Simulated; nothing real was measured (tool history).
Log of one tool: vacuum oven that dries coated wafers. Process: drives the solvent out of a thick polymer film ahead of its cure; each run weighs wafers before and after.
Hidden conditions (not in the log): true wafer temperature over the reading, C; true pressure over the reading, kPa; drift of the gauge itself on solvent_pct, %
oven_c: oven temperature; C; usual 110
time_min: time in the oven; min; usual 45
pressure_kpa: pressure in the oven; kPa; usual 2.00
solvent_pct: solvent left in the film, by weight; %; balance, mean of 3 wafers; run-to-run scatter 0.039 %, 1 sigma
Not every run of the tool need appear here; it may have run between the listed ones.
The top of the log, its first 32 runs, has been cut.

run     day  oven_c  time_min  pressure_kpa  hours of work since the thermocouples were calibrated  hours of work since the vacuum gauge was cleaned of residue  solvent_pct
 33  43.796     112        65          2.61                                                     50                                                          137         3.26
 34  45.262     114        28          2.06                                                     70                                                          157         7.01
 35  46.792     114        28          2.06                                                     91                                                          178         7.08
 36  47.588     114        28          2.06                                                    102                                                          189         7.02
 37  48.383     112        28          2.83                                                    113                                                          200         7.67
 38  49.908     114        23          2.74                                                    134                                                          221         8.38
 39  50.879     112        45          2.00                                                    148                                                          235         4.76
 40  52.679     110        55          2.00                                                    172                                                          260         4.14
 41  54.454     110        55          2.00                                                    197                                                          284         4.10
 42  55.833     120        77          2.63                                                    216                                                          303         1.57
 43  57.525     120        77          2.63                                                    240                                                          327         1.57
 44  58.417      95        45          5.79                                                    252                                                          339        10.35
 45  59.321      95        68          5.79                                                    264                                                          351         8.48
 46  60.375     100        45          2.00                                                    279                                                          366         7.38

Predict each of these 4 candidate next runs independently; none follows another, all start after run 46:
  A  61.767     122        22          4.45                                                    298                                                          385            ?
  B  61.767     116        45          2.14                                                    298                                                          385            ?
  C  61.767     110        38          4.29                                                    298                                                          385            ?
  D  61.767     100        38          3.82                                                    298                                                          385            ?

run  solvent_pct
  A         7.24
  B         3.91
  C         6.91
  D         8.96
Stripped of hidden state, with their random variation kept, the same runs would have yielded:
run  solvent_pct
  A         7.39
  B         4.04
  C         7.07
  D         9.12
